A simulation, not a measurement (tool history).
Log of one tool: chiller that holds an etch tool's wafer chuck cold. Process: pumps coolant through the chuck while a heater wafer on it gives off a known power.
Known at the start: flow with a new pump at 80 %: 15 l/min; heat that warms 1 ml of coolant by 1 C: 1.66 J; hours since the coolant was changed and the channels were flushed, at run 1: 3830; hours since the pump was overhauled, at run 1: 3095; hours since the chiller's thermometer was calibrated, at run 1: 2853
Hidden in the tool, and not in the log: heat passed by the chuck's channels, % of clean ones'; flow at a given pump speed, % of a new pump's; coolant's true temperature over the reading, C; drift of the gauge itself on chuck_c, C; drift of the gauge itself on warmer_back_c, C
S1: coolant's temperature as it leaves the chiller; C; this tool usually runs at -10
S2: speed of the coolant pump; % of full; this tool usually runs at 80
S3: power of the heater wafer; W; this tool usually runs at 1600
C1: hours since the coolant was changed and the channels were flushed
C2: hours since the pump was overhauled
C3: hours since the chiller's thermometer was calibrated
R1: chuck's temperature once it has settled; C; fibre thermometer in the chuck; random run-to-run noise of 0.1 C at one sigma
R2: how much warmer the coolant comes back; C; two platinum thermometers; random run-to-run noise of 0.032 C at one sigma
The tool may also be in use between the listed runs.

run,day,S1,S2,S3,C1,C2,C3,R1,R2
1,0.000,-10,80,1600,3830,3095,2853,-0.5,3.87
2,2.158,-10,80,1600,3882,3146,2905,-0.5,3.88
3,6.400,-10,80,1600,3984,3248,3007,-0.4,3.89
4,8.892,-10,61,1600,4044,3308,3066,1.3,5.16
5,12.338,-10,61,1600,4127,3391,3149,1.5,5.06
6,15.479,-10,61,1600,4202,3466,3224,1.3,5.10
7,19.150,-10,61,1600,4290,3554,3313,1.4,5.11
8,22.500,-10,75,1600,4370,3635,3393,-0.2,4.15
9,24.421,-10,75,1600,4417,3681,3439,0.0,4.21
10,28.392,-10,75,1600,4512,3776,3534,0.1,4.18
11,31.917,-10,75,1600,4596,3861,3619,0.0,4.20
12,35.954,-10,75,1600,4693,3958,3716,0.1,4.22
13,40.188,0,80,1600,4795,4059,3817,9.6,3.95
14,42.425,-10,80,1600,4849,4113,3871,-0.4,4.02
15,44.783,-10,80,1136,4905,4170,3928,-3.3,2.85
16,46.712,-10,80,1136,4952,4216,3974,-3.2,2.89

The next listed run, before its measurement:
17,51.229,-10,80,1173,5060,4324,4082,?,?

{"run 17": {"R1": -3.0, "R2": 2.98}}
Take away the tool's hidden state, keep the run-to-run variation as it was, and the same run would have given R1 -3.0 C, R2 2.84 C.

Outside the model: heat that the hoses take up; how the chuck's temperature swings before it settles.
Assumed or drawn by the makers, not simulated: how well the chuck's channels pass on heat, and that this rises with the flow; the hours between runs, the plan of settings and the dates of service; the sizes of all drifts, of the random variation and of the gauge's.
